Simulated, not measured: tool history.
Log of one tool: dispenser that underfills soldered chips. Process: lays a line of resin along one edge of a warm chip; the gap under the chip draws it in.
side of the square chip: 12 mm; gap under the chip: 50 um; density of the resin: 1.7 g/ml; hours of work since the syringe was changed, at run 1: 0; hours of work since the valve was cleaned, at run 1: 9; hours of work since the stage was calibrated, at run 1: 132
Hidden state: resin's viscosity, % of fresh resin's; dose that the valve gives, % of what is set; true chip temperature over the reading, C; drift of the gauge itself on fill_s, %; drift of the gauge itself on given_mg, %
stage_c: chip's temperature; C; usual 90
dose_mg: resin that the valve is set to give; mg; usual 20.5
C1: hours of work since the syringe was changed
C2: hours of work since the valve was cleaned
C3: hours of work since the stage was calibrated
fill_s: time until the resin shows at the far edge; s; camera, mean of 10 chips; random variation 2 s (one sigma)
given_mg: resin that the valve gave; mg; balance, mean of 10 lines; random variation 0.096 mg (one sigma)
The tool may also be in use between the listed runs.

Run 1, day 0: usual settings; C1 0; C2 9; C3 132. Result: fill_s 188.1 s, given_mg 20.47 mg.
Run 2, day 0.4: usual settings; C1 6; C2 15; C3 138. Result: fill_s 275.4 s, given_mg 20.13 mg.
At day 0.742: new syringe of resin.
Run 3, day 0.908: usual settings; C1 2; C2 23; C3 145. Result: fill_s 224 s, given_mg 20.06 mg.
At day 1.479: new syringe of resin.
Run 4, day 1.488: usual settings but dose_mg 24.2 mg; C1 0; C2 31; C3 153. Result: fill_s 192.7 s, given_mg 23.53 mg.
Run 5, day 2.117: usual settings but dose_mg 18.5 mg; C1 9; C2 40; C3 163. Result: fill_s 363 s, given_mg 17.92 mg.
At day 2.221: new syringe of resin.
Run 6, day 2.412: usual settings but dose_mg 24.6 mg; C1 3; C2 44; C3 167. Result: fill_s 224.6 s, given_mg 23.69 mg.
At day 2.992: new syringe of resin.
Run 7, day 3.046: usual settings; C1 1; C2 54; C3 176. Result: fill_s 204 s, given_mg 19.72 mg.
At day 3.196: dispensing valve cleaned and set on the balance.
Run 8, day 3.429: usual settings; C1 6; C2 3; C3 181. Result: fill_s 278.4 s, given_mg 20.29 mg.
At day 3.779: new syringe of resin.
Run 9, day 3.983: usual settings but dose_mg 26.1 mg; C1 3; C2 11; C3 189. Result: fill_s 219.9 s, given_mg 26.05 mg.
At day 4.525: new syringe of resin.
Run 10, day 4.567: usual settings but dose_mg 26.1 mg; C1 1; C2 20; C3 197. Result: fill_s 191 s, given_mg 25.59 mg.
Run 11, day 5.183: usual settings but dose_mg 26.1 mg; C1 10; C2 29; C3 207. Result: fill_s 338.4 s, given_mg 25.61 mg.
At day 5.258: new syringe of resin.
Run 12, day 5.633: usual settings but dose_mg 26.1 mg; C1 6; C2 36; C3 213. Result: fill_s 263.7 s, given_mg 25.4 mg.
At day 6.042: new syringe of resin.
Run 13, day 6.304: usual settings; C1 4; C2 45; C3 223. Result: fill_s 241.9 s, given_mg 19.71 mg.
Run 14, day 6.662: usual settings; C1 9; C2 51; C3 228. Result: fill_s 347.7 s, given_mg 19.72 mg.
At day 6.775: new syringe of resin.
At day 7.058: dispensing valve cleaned and set on the balance.
Run 15, day 7.304: usual settings; C1 7; C2 4; C3 237. Result: fill_s 294.3 s, given_mg 20.39 mg.
At day 7.562: new syringe of resin.
Run 16, day 7.725: usual settings; C1 2; C2 10; C3 243. Result: fill_s 215.7 s, given_mg 20.42 mg.
Run 17, day 8.246: usual settings; C1 10; C2 17; C3 251. Result: fill_s 354.3 s, given_mg 20.15 mg.
At day 8.321: new syringe of resin.
Run 18, day 8.55: usual settings but stage_c 85 C, dose_mg 21.9 mg; C1 3; C2 22; C3 255. Result: fill_s 268.7 s, given_mg 21.39 mg.
At day 9.079: new syringe of resin.
Run 19, day 9.158: usual settings but dose_mg 21.8 mg; C1 1; C2 31; C3 264. Result: fill_s 199.3 s, given_mg 21.01 mg.
Run 20, day 9.454: usual settings but dose_mg 21.8 mg; C1 6; C2 35; C3 268. Result: fill_s 260.4 s, given_mg 21.19 mg.
At day 9.833: new syringe of resin.
Run 21, day 10.025: usual settings but dose_mg 21.8 mg; C1 3; C2 43; C3 276. Result: fill_s 220.8 s, given_mg 21.02 mg.
Run 22, day 10.529: usual settings but dose_mg 17.8 mg; C1 10; C2 51; C3 284. Result: fill_s 367 s, given_mg 16.97 mg.
At day 10.571: new syringe of resin.
At day 10.908: dispensing valve cleaned and set on the balance.
Run 23, day 11.233: usual settings but dose_mg 17.8 mg; C1 9; C2 5; C3 293. Result: fill_s 340.3 s, given_mg 17.73 mg.
At day 11.371: new syringe of resin.
Run 24, day 11.862: usual settings but stage_c 91 C, dose_mg 23.1 mg; C1 7; C2 14; C3 303. Result: fill_s 278.8 s, given_mg 22.69 mg.
At day 12.154: new syringe of resin.
Run 25, day 12.25: usual settings but stage_c 91 C, dose_mg 23.1 mg; C1 1; C2 20; C3 308. Result: fill_s 193.8 s, given_mg 22.59 mg.
Run 26, day 12.575: usual settings but stage_c 97 C, dose_mg 17.8 mg; C1 6; C2 24; C3 313. Result: fill_s 223.2 s, given_mg 17.25 mg.
At day 12.933: new syringe of resin.
Run 27, day 13.021: usual settings but stage_c 101 C, dose_mg 23.4 mg; C1 1; C2 31; C3 319. Result: fill_s 140.3 s, given_mg 22.77 mg.
Run 28, day 13.592: usual settings but stage_c 99 C, dose_mg 25.9 mg; C1 10; C2 39; C3 328. Result: fill_s 254.7 s, given_mg 25 mg.
At day 13.704: new syringe of resin.
Run 29, day 14.142: usual settings but stage_c 99 C, dose_mg 25.9 mg; C1 6; C2 47; C3 336. Result: fill_s 203.6 s, given_mg 24.97 mg.
At day 14.479: new syringe of resin.
Run 30, day 14.688: usual settings but stage_c 79 C, dose_mg 18.4 mg; C1 3; C2 55; C3 344. Result: fill_s 326.4 s, given_mg 17.53 mg.
At day 14.779: dispensing valve cleaned and set on the balance.
At day 15.262: new syringe of resin.
Run 31, day 15.342: usual settings but stage_c 104 C, dose_mg 18.1 mg; C1 1; C2 8; C3 352. Result: fill_s 125.5 s, given_mg 17.9 mg.
Run 32, day 15.742: usual settings but stage_c 91 C, dose_mg 18.1 mg; C1 7; C2 14; C3 358. Result: fill_s 283.6 s, given_mg 17.88 mg.
At day 16.038: new syringe of resin.
Run 33, day 16.183: usual settings but stage_c 93 C, dose_mg 22.1 mg; C1 2; C2 20; C3 365. Result: fill_s 188.4 s, given_mg 21.91 mg.
Run 34, day 16.479: usual settings but stage_c 89 C, dose_mg 18.1 mg; C1 7; C2 25; C3 369. Result: fill_s 295.5 s, given_mg 17.84 mg.

Hidden state or all else? Some run-to-run changes of fill_s, split into what the settings, what came in and random variation would give without the hidden state, and what is left for the hidden state (with any gauge scatter that isn't in both results):
Run 4 -> 5: dose_mg 24.2 -> 18.5. fill_s +170.3 s: hidden state +164.6, all else +5.7.
Run 10 -> 11: no setting changed, nothing entered. fill_s +147.4 s: hidden state +150.3, all else -2.9.
Run 21 -> 22: dose_mg 21.8 -> 17.8. fill_s +146.2 s: hidden state +142.2, all else +4.
Run 30 -> 31: stage_c 79 -> 104, dose_mg 18.4 -> 18.1, dispensing valve cleaned and set on the balance, new syringe of resin. fill_s -200.9 s: hidden state -38.5, all else -162.4.
Run 31 -> 32: stage_c 104 -> 91. fill_s +158.1 s: hidden state +89.9, all else +68.2.
